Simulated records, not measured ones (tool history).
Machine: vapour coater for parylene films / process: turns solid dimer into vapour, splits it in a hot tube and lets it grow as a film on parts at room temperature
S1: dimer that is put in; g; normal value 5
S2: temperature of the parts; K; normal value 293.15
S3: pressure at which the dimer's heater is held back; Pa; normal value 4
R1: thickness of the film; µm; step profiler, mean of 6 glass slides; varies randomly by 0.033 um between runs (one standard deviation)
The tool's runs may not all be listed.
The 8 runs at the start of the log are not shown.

Run 9, day 5.512: usual settings but S2 292.15 K. Result: R1 3.26 µm.
Run 10, day 5.896: usual settings but S2 292.15 K. Result: R1 3.23 µm.
Run 11, day 6.354: usual settings but S2 300.15 K. Result: R1 2.24 µm.
Run 12, day 6.808: usual settings but S2 300.15 K. Result: R1 2.32 µm.
Run 13, day 7.338: usual settings but S2 300.15 K. Result: R1 2.25 µm.
Run 14, day 7.804: usual settings. Result: R1 3.06 µm.
At day 8.171: trap's valve overhauled.
Run 15, day 8.517: usual settings. Result: R1 3.31 µm.
Run 16, day 9.329: usual settings but S3 3.04 Pa. Result: R1 3.41 µm.
Run 17, day 9.771: usual settings but S1 3 g. Result: R1 1.94 µm.
Run 18, day 10.625: usual settings. Result: R1 3.25 µm.
Run 19, day 11.429: usual settings. Result: R1 3.31 µm.
Run 20, day 12.004: usual settings. Result: R1 3.33 µm.
At day 12.1: table's thermometer calibrated.
Run 21, day 12.925: usual settings. Result: R1 3.35 µm.
Run 22, day 13.704: usual settings but S3 5.45 Pa. Result: R1 3.1 µm.
Run 23, day 14.288: usual settings but S3 5.45 Pa. Result: R1 3.1 µm.
Run 24, day 14.938: usual settings but S2 292.15 K, S3 2.71 Pa. Result: R1 3.6 µm.
Run 25, day 15.542: usual settings but S2 292.15 K, S3 2.71 Pa. Result: R1 3.55 µm.

For run 26, what comes out?
Run 26, day 16.396: usual settings but S2 292.15 K, S3 2.71 Pa. Result: R1 ?.

R1: 3.64 µm
Had the tool carried no hidden state, the very same run would have given R1 3.74 µm.
